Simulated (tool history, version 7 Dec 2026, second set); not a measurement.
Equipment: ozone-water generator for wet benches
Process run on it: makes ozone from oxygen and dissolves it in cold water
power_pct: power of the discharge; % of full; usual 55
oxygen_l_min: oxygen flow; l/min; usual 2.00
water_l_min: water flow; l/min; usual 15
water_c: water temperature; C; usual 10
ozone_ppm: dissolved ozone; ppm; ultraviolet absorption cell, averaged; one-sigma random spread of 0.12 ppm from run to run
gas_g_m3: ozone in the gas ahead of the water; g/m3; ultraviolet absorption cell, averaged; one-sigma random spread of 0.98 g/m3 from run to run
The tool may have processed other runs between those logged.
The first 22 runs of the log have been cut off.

run,hour,power_pct,oxygen_l_min,water_l_min,water_c,hours of work since the electrodes were changed,hours of work since the contactor was cleaned,hours of work since the thermometer was calibrated,ozone_ppm,gas_g_m3
23,504.6,55,3.26,12,5,530,400,3088,14.2,135.0
24,533.0,49,1.78,15,11,555,425,3113,8.1,159.2
25,560.5,59,1.04,21,10,579,449,3138,5.0,230.4
26,595.7,59,1.08,17,13,611,480,3169,6.4,225.8
27,623.5,48,1.08,13,13,635,505,3194,7.9,190.8
28,656.3,85,1.72,13,13,664,534,3223,14.3,249.0
29,680.3,55,1.04,11,10,685,555,3244,10.2,217.2
30,710.8,55,2.00,12,6,713,582,3271,12.3,165.8
31,733.0,43,1.40,10,7,732,602,3291,11.1,157.3
32,748.2,55,3.04,9,15,746,616,3304,16.1,136.9

What if the next run were any one of these 4? Each begins from the tool's condition after run 32:
A,769.4,55,2.00,15,6,764,634,3323,?,?
B,769.4,55,2.00,13,10,764,634,3323,?,?
C,769.4,40,2.00,15,10,764,634,3323,?,?
D,769.4,84,2.00,11,7,764,634,3323,?,?

run,ozone_ppm,gas_g_m3
A,9.5,164.1
B,10.7,165.3
C,7.2,128.7
D,18.8,230.7
Without the tool's unlogged condition, the same runs would have read:
run,ozone_ppm,gas_g_m3
A,9.9,167.1
B,11.1,168.2
C,7.4,130.3
D,19.6,236.6
